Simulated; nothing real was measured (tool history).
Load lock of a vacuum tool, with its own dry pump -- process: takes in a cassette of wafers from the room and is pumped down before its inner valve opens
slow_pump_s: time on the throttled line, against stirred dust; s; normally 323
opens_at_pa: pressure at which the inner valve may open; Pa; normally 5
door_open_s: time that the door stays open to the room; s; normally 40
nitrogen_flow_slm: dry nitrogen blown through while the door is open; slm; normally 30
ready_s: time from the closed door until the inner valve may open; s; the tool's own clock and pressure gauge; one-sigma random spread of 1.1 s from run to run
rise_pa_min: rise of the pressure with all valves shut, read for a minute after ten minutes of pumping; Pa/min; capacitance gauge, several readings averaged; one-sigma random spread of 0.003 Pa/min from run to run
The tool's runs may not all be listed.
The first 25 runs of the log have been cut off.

run,hour,slow_pump_s,opens_at_pa,door_open_s,nitrogen_flow_slm,"incoming humidity of the room's air, %",ready_s,rise_pa_min
26,3981.1,323,7,40,30,40.0,473.9,0.035
27,4136.7,323,4,40,30,45.5,484.1,0.038
28,4339.1,323,4,40,30,41.5,486.1,0.038
29,4502.8,404,4,105,38,48.2,558.6,0.050
30,4610.0,323,5,40,18,44.1,479.7,0.044
31,4732.9,461,8,140,14,45.4,593.0,0.072
32,4860.0,525,5,70,18,47.4,662.1,0.052
33,5053.6,525,5,70,18,47.8,659.0,0.053
34,5162.5,525,5,70,31,48.4,661.1,0.050
35,5288.3,341,8,40,30,47.0,489.7,0.050
36,5495.5,341,8,40,30,47.1,487.6,0.050
37,5588.8,341,8,40,30,43.7,488.3,0.043

What if the next run were any one of these 3? Each begins from the tool's condition after run 37:
A,5688.7,323,8,40,30,43.9,?,?
B,5688.7,341,8,40,39,47.0,?,?
C,5688.7,244,7,40,4,45.3,?,?

run,ready_s,rise_pa_min
A,474.3,0.052
B,487.1,0.045
C,405.0,0.069
What these runs would have given with no unlogged condition in the tool:
run,ready_s,rise_pa_min
A,454.6,0.015
B,467.8,0.006
C,383.9,0.030

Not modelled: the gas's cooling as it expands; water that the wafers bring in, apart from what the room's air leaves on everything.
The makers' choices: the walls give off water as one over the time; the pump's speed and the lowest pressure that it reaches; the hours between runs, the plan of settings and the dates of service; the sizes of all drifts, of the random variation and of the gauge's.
